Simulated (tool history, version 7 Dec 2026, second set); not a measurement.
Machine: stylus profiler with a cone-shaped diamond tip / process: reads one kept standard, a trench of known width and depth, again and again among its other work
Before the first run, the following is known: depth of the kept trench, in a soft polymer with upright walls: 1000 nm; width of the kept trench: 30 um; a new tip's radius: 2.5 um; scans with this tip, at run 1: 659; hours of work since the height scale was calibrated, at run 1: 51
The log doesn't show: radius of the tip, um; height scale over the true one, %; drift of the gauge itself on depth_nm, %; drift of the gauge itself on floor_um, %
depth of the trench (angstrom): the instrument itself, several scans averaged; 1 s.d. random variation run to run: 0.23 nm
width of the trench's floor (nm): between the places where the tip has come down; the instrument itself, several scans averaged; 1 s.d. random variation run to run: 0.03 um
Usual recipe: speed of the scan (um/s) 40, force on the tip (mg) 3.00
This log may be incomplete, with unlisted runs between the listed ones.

run	hour	speed of the scan (um/s)	force on the tip (mg)	scans with this tip	hours of work since the height scale was calibrated	depth of the trench (angstrom)	width of the trench's floor (nm)
1	0.0	40	3.00	659	51	10139.7	25790
2	13.7	40	3.00	746	58	10138.5	25840
3	28.7	15	3.00	842	65	10138.3	25990
4	53.7	15	3.00	1002	78	10136.6	25910
5	73.8	15	2.04	1131	88	10107.4	25920
6	94.4	30	3.00	1262	98	10138.6	25860
7	113.0	30	3.00	1381	107	10139.1	25870
8	127.5	30	3.00	1474	114	10135.9	25870
9	152.1	30	8.95	1631	126	10284.2	25940
10	163.9	30	8.95	1707	132	10286.2	25920
11	184.9	30	8.95	1840	143	10287.9	25960
12	205.8	30	8.95	1974	153	10287.6	25970
13	224.6	31	2.38	2095	162	10119.6	25860
14	248.7	81	5.93	2248	174	10214.1	25730
15	273.5	37	1.84	2407	186	10097.4	25830
16	286.1	21	1.72	2488	193	10095.2	25850
17	299.2	21	1.72	2571	199	10097.8	25920
18	313.5	124	3.00	2662	206	10140.1	25550
19	328.6	124	3.00	2759	214	10136.7	25470
20	340.8	147	2.78	2837	220	10129.2	25390
21	365.2	108	2.78	2993	232	10128.5	25600

Predict each of these 3 candidate next runs independently; none follows another, all start after run 21:
A	382.8	22	4.62	3105	241	?	?
B	382.8	31	2.78	3105	241	?	?
C	382.8	40	5.35	3105	241	?	?

run	depth of the trench (angstrom)	width of the trench's floor (nm)
A	10177.9	25940
B	10135.0	25840
C	10203.1	25890
Stripped of hidden state, with their random variation kept, the same runs would have yielded:
run	depth of the trench (angstrom)	width of the trench's floor (nm)
A	10177.9	25940
B	10135.1	25840
C	10203.2	25900
